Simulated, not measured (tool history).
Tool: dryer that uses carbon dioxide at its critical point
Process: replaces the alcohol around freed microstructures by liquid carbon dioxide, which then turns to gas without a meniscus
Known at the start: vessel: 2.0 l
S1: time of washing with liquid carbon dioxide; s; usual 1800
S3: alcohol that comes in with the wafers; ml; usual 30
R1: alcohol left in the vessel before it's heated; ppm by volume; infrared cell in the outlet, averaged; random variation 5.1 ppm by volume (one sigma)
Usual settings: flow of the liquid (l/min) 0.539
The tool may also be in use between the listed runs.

{"run": 1, "hour": 0.0, "S1": 1800, "flow of the liquid (l/min)": 0.539, "S3": 30, "R1": 137}
{"run": 2, "hour": 23.7, "S1": 1800, "flow of the liquid (l/min)": 0.539, "S3": 30, "R1": 143}
{"hour": 31.5, "done": "inlet filter changed"}
{"run": 3, "hour": 41.2, "S1": 1800, "flow of the liquid (l/min)": 0.377, "S3": 30, "R1": 352}
{"run": 4, "hour": 58.4, "S1": 1800, "flow of the liquid (l/min)": 0.377, "S3": 30, "R1": 347}
{"run": 5, "hour": 84.7, "S1": 1800, "flow of the liquid (l/min)": 0.539, "S3": 44, "R1": 142}
{"run": 6, "hour": 99.7, "S1": 1800, "flow of the liquid (l/min)": 0.539, "S3": 44, "R1": 143}
{"run": 7, "hour": 120.6, "S1": 1800, "flow of the liquid (l/min)": 0.539, "S3": 30, "R1": 122}
{"run": 8, "hour": 131.8, "S1": 1800, "flow of the liquid (l/min)": 0.539, "S3": 30, "R1": 110}
{"run": 9, "hour": 152.2, "S1": 1800, "flow of the liquid (l/min)": 0.539, "S3": 30, "R1": 125}
{"run": 10, "hour": 179.0, "S1": 1800, "flow of the liquid (l/min)": 0.436, "S3": 24, "R1": 198}

The next listed run, before its measurement:
{"run": 11, "hour": 204.7, "S1": 1800, "flow of the liquid (l/min)": 0.436, "S3": 24, "R1": "?"}

R1: 206 ppm by volume
Without the tool's hidden state the same run would have given R1 124 ppm by volume.
